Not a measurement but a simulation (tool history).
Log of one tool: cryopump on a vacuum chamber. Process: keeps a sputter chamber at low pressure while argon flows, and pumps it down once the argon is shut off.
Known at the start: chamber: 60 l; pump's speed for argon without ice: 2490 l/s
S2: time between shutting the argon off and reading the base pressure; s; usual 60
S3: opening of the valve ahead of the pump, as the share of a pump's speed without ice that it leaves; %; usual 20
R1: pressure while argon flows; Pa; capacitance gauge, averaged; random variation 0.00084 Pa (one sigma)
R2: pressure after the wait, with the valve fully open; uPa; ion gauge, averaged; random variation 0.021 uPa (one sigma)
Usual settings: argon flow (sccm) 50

{"run": 1, "hour": 0.0, "argon flow (sccm)": 50, "S2": 60, "S3": 20, "R1": 0.1788, "R2": 1.01}
{"hour": 87.3, "done": "pump warmed up, emptied and cooled again"}
{"run": 2, "hour": 97.9, "argon flow (sccm)": 34, "S2": 60, "S3": 20, "R1": 0.1148, "R2": 0.85}
{"run": 3, "hour": 173.8, "argon flow (sccm)": 34, "S2": 60, "S3": 20, "R1": 0.1167, "R2": 0.9}
{"run": 4, "hour": 245.3, "argon flow (sccm)": 34, "S2": 29, "S3": 20, "R1": 0.1174, "R2": 1.15}
{"hour": 283.3, "done": "leaking fittings of the chamber tightened, without venting"}
{"run": 5, "hour": 319.2, "argon flow (sccm)": 50, "S2": 60, "S3": 20, "R1": 0.1716, "R2": 0.37}
{"run": 6, "hour": 397.7, "argon flow (sccm)": 50, "S2": 60, "S3": 20, "R1": 0.1718, "R2": 0.38}
{"run": 7, "hour": 446.2, "argon flow (sccm)": 50, "S2": 60, "S3": 20, "R1": 0.1706, "R2": 0.4}
{"run": 8, "hour": 515.8, "argon flow (sccm)": 50, "S2": 113, "S3": 20, "R1": 0.1726, "R2": 0.33}
{"run": 9, "hour": 565.8, "argon flow (sccm)": 40, "S2": 57, "S3": 38, "R1": 0.074, "R2": 0.46}
{"run": 10, "hour": 633.5, "argon flow (sccm)": 20, "S2": 23, "S3": 18, "R1": 0.0772, "R2": 0.77}
{"run": 11, "hour": 682.8, "argon flow (sccm)": 20, "S2": 23, "S3": 18, "R1": 0.0777, "R2": 0.77}
{"run": 12, "hour": 800.3, "argon flow (sccm)": 20, "S2": 23, "S3": 18, "R1": 0.0779, "R2": 0.83}
{"run": 13, "hour": 878.4, "argon flow (sccm)": 28, "S2": 61, "S3": 18, "R1": 0.1082, "R2": 0.49}
{"run": 14, "hour": 980.5, "argon flow (sccm)": 50, "S2": 46, "S3": 17, "R1": 0.2068, "R2": 0.57}
{"run": 15, "hour": 1091.4, "argon flow (sccm)": 49, "S2": 157, "S3": 20, "R1": 0.1723, "R2": 0.38}
{"run": 16, "hour": 1194.1, "argon flow (sccm)": 44, "S2": 278, "S3": 32, "R1": 0.0995, "R2": 0.42}

4 ways to go on from here, each from the tool as it stands after run 16. What would each give?
{"run": "A", "hour": 1302.8, "argon flow (sccm)": 66, "S2": 278, "S3": 32, "R1": "?", "R2": "?"}
{"run": "B", "hour": 1302.8, "argon flow (sccm)": 50, "S2": 33, "S3": 39, "R1": "?", "R2": "?"}
{"run": "C", "hour": 1302.8, "argon flow (sccm)": 71, "S2": 60, "S3": 58, "R1": "?", "R2": "?"}
{"run": "D", "hour": 1302.8, "argon flow (sccm)": 44, "S2": 278, "S3": 59, "R1": "?", "R2": "?"}

run=A R1=0.148 R2=0.44
run=B R1=0.0944 R2=0.85
run=C R1=0.0949 R2=0.63
run=D R1=0.0584 R2=0.43
Without the tool's hidden state the same runs would have given:
run=A R1=0.1376 R2=0.15
run=B R1=0.0864 R2=0.55
run=C R1=0.0836 R2=0.34
run=D R1=0.0514 R2=0.14

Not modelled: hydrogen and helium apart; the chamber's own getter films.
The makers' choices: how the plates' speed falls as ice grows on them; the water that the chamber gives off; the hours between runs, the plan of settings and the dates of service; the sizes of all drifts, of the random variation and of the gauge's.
